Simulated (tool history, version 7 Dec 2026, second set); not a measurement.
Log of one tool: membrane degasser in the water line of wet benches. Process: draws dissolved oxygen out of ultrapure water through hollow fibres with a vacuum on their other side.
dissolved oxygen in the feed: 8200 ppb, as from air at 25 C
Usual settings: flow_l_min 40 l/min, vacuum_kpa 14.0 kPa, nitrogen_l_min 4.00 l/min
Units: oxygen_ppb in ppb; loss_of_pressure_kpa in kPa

run      day  flow_l_min  vacuum_kpa  nitrogen_l_min  oxygen_ppb  loss_of_pressure_kpa
  1    0.000          40        14.0            4.00       255.7                 68.68
  2    4.600          40        14.0            4.00       255.6                 68.45
  3    9.308          40        14.0            4.00       255.4                 68.18
  4   13.967          40        14.0            2.10       450.0                 68.62
  5   18.479          40        10.1            4.00       166.9                 68.07
  6   21.004          40        10.1            4.00       166.9                 68.76
  7   24.462          40        10.1            4.00       167.4                 68.04
  8   28.300          40        14.0            4.00       256.0                 68.92
  9   31.621          40        14.0            4.00       257.0                 68.38
      32.054  -- vacuum gauge calibrated
 10   35.433          40        14.0            4.00       256.9                 68.69
 11   37.746          40        14.0            4.00       258.0                 68.41
 12   42.396          40        14.0            4.00       257.1                 68.49
 13   45.533          40        14.0            4.00       256.8                 68.29
      48.408  -- vacuum gauge calibrated, once more
 14   49.979          40        14.0            4.00       253.9                 68.20
 15   53.438          40        14.0            4.00       252.9                 68.44
 16   57.554          40        14.0            5.58       187.1                 69.11
 17   59.775          40        14.0            4.00       254.4                 68.46
 18   64.158          63        14.0            3.66       433.3                108.20
 19   66.721          56        10.4            3.12       302.4                 96.33
 20   71.454          56        10.4            3.12       300.7                 95.90
 21   74.962          47        22.0            9.22       236.6                 80.74
 22   78.717          47        22.0            9.22       236.4                 80.36
 23   83.083          47        22.0            9.22       237.9                 80.44
 24   86.362          47        22.0            9.22       238.2                 80.63
 25   90.438          40        12.5            2.13       380.3                 68.46
 26   94.762          40        14.0            1.62       552.7                 68.69
 27   97.079          40        25.7            2.25       833.6                 68.96
 28  101.871          40        20.9           10.82       163.7                 68.89
 29  104.821          40        20.9           10.82       163.4                 68.67
 30  107.500          38        11.9            5.49       146.6                 65.48
 31  111.546          43        24.3            4.00       515.0                 73.96
 32  113.767          56         8.6            3.66       204.7                 96.01
 33  118.283          26        26.5            1.62       797.6                 44.69

Forecast each of these 3 alternatives for the next run:
  A  120.583          26        29.8            1.62           ?                     ?
  B  120.583          40        14.0            2.05           ?                     ?
  C  120.583          39        14.0            4.00           ?                     ?

run  oxygen_ppb  loss_of_pressure_kpa
  A       897.6                 44.89
  B       455.7                 69.24
  C       248.7                 66.96
Without the tool's hidden state the same runs would have given:
run  oxygen_ppb  loss_of_pressure_kpa
  A       879.4                 44.13
  B       450.9                 68.07
  C       244.7                 65.83
